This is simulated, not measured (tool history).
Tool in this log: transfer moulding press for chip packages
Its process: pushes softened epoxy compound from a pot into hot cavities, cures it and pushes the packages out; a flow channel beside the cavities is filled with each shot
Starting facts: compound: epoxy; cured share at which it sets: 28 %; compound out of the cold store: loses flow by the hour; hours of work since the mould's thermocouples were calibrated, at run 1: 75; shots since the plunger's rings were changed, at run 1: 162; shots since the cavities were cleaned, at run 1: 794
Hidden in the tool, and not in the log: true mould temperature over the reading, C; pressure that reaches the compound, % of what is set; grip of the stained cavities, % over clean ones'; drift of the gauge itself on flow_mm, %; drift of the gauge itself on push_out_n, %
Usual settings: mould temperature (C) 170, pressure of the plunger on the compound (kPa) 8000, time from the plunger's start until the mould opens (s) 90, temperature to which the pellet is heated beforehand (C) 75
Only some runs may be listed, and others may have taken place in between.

| run | hour | mould temperature (C) | pressure of the plunger on the compound (kPa) | time from the plunger's start until the mould opens (s) | temperature to which the pellet is heated beforehand (C) | hours of work since the mould's thermocouples were calibrated | shots since the plunger's rings were changed | shots since the cavities were cleaned | incoming compound's hours out of the cold store | length that the compound runs in the flow channel (mm) | greatest force on the pins that push the packages out (N) |
|---|---|---|---|---|---|---|---|---|---|---|---|
| 1 | 0 | 170 | 8000 | 90 | 75 | 75 | 162 | 794 | 19 | 881 | 384 |
|  | 15.7 | cavities cleaned with cleaning compound and waxed |
| 2 | 15.7 | 170 | 8000 | 90 | 75 | 82 | 291 | 0 | 21.3 | 874 | 454 |
| 3 | 36.5 | 170 | 8000 | 90 | 75 | 91 | 481 | 190 | 13.4 | 895 | 454 |
| 4 | 49 | 170 | 8000 | 90 | 75 | 97 | 596 | 305 | 10.9 | 903 | 457 |
| 5 | 67 | 170 | 8000 | 90 | 75 | 106 | 760 | 469 | 26.1 | 846 | 448 |
| 6 | 84.2 | 170 | 8000 | 90 | 75 | 114 | 917 | 626 | 40.2 | 805 | 430 |
|  | 92.1 | cavities cleaned with cleaning compound and waxed, once more |
| 7 | 102.5 | 170 | 8000 | 90 | 75 | 121 | 1070 | 95 | 10.3 | 893 | 282 |
| 8 | 118.8 | 178 | 8000 | 90 | 75 | 129 | 1218 | 243 | 45 | 768 | 270 |
| 9 | 131.3 | 178 | 8000 | 90 | 75 | 135 | 1333 | 358 | 13.3 | 860 | 284 |
| 10 | 147.8 | 178 | 8000 | 90 | 75 | 142 | 1484 | 509 | 31.4 | 806 | 300 |
| 11 | 166.6 | 178 | 8000 | 90 | 75 | 151 | 1655 | 680 | 23.4 | 823 | 313 |
| 12 | 188.1 | 170 | 6320 | 90 | 75 | 161 | 1851 | 876 | 24.7 | 738 | 386 |
|  | 194.6 | cavities cleaned with cleaning compound and waxed |
| 13 | 205.9 | 170 | 6320 | 90 | 75 | 169 | 2000 | 103 | 8.5 | 777 | 300 |
| 14 | 219.1 | 170 | 8000 | 90 | 75 | 175 | 2121 | 224 | 45.7 | 764 | 300 |
| 15 | 239.2 | 170 | 8000 | 90 | 75 | 184 | 2304 | 407 | 37.8 | 788 | 353 |
| 16 | 253.6 | 163 | 6040 | 83 | 75 | 191 | 2435 | 538 | 47.7 | 672 | 642 |
| 17 | 276.2 | 164 | 8000 | 90 | 84 | 201 | 2641 | 744 | 18.3 | 851 | 550 |
|  | 296.3 | cavities cleaned with cleaning compound and waxed |
| 18 | 296.3 | 169 | 8660 | 101 | 78 | 210 | 2811 | 0 | 22.7 | 860 | 236 |
| 19 | 316.5 | 166 | 8660 | 101 | 78 | 220 | 2995 | 184 | 47.9 | 790 | 282 |
|  | 331.5 | plunger's sealing rings changed |
| 20 | 336.8 | 166 | 8660 | 101 | 78 | 228 | 48 | 347 | 21.6 | 915 | 331 |
| 21 | 348.1 | 163 | 8000 | 90 | 75 | 233 | 150 | 449 | 11.8 | 927 | 530 |
| 22 | 359.4 | 163 | 8000 | 90 | 75 | 238 | 254 | 553 | 15 | 909 | 560 |
| 23 | 372.5 | 163 | 8000 | 118 | 69 | 244 | 373 | 672 | 26.7 | 869 | 358 |
| 24 | 388.5 | 174 | 8200 | 110 | 78 | 252 | 519 | 818 | 10.6 | 898 | 318 |
|  | 401.3 | cavities cleaned with cleaning compound and waxed |
| 25 | 411.3 | 170 | 7530 | 90 | 79 | 262 | 714 | 91 | 24.1 | 821 | 278 |
| 26 | 425.7 | 170 | 8890 | 119 | 75 | 268 | 845 | 222 | 32.4 | 870 | 263 |
| 27 | 438.3 | 178 | 9610 | 80 | 84 | 274 | 960 | 337 | 25.6 | 915 | 286 |
| 28 | 452.8 | 170 | 8000 | 109 | 77 | 281 | 1092 | 469 | 31.3 | 823 | 285 |
| 29 | 468 | 170 | 7540 | 70 | 72 | 288 | 1231 | 608 | 35.1 | 786 | 636 |

How the hidden state differs across the entries between the runs, from the last listed run before each to the first after it:
After run 1, before run 2: cavities cleaned with cleaning compound and waxed (hour 15.7)
  true mould temperature over the reading, C: 0.31 -> 0.32; pressure that reaches the compound, % of what is set: 99.38 -> 98.93; grip of the stained cavities, % over clean ones': 48.6 -> 71.9
  measured value less the no-hidden-state value, length that the compound runs in the flow channel (mm): -4 -> -6; greatest force on the pins that push the packages out (N): +123 -> +186
After run 6, before run 7: cavities cleaned with cleaning compound and waxed, once more (hour 92.1)
  true mould temperature over the reading, C: 0.39 -> 0.41; pressure that reaches the compound, % of what is set: 96.74 -> 96.16; grip of the stained cavities, % over clean ones': 66.1 -> 9.8
  measured value less the no-hidden-state value, length that the compound runs in the flow channel (mm): -14 -> -18; greatest force on the pins that push the packages out (N): +166 -> +20
After run 12, before run 13: cavities cleaned with cleaning compound and waxed (hour 194.6)
  true mould temperature over the reading, C: 0.49 -> 0.51; pressure that reaches the compound, % of what is set: 93.46 -> 92.95; grip of the stained cavities, % over clean ones': 48.8 -> 11.1
  measured value less the no-hidden-state value, length that the compound runs in the flow channel (mm): -26 -> -30; greatest force on the pins that push the packages out (N): +122 -> +23
After run 17, before run 18: cavities cleaned with cleaning compound and waxed (hour 296.3)
  true mould temperature over the reading, C: 0.59 -> 0.6; pressure that reaches the compound, % of what is set: 90.58 -> 89.99; grip of the stained cavities, % over clean ones': 46.4 -> 0.2
  measured value less the no-hidden-state value, length that the compound runs in the flow channel (mm): -45 -> -49; greatest force on the pins that push the packages out (N): +155 -> -3
After run 19, before run 20: plunger's sealing rings changed (hour 331.5)
  true mould temperature over the reading, C: 0.63 -> 0.64; pressure that reaches the compound, % of what is set: 89.34 -> 99.75; grip of the stained cavities, % over clean ones': 17.3 -> 28.4
  measured value less the no-hidden-state value, length that the compound runs in the flow channel (mm): -47 -> -3; greatest force on the pins that push the packages out (N): +35 -> +66
After run 24, before run 25: cavities cleaned with cleaning compound and waxed (hour 401.3)
  true mould temperature over the reading, C: 0.7 -> 0.72; pressure that reaches the compound, % of what is set: 97.98 -> 97.26; grip of the stained cavities, % over clean ones': 47.6 -> 9.8
  measured value less the no-hidden-state value, length that the compound runs in the flow channel (mm): -11 -> -13; greatest force on the pins that push the packages out (N): +102 -> +18
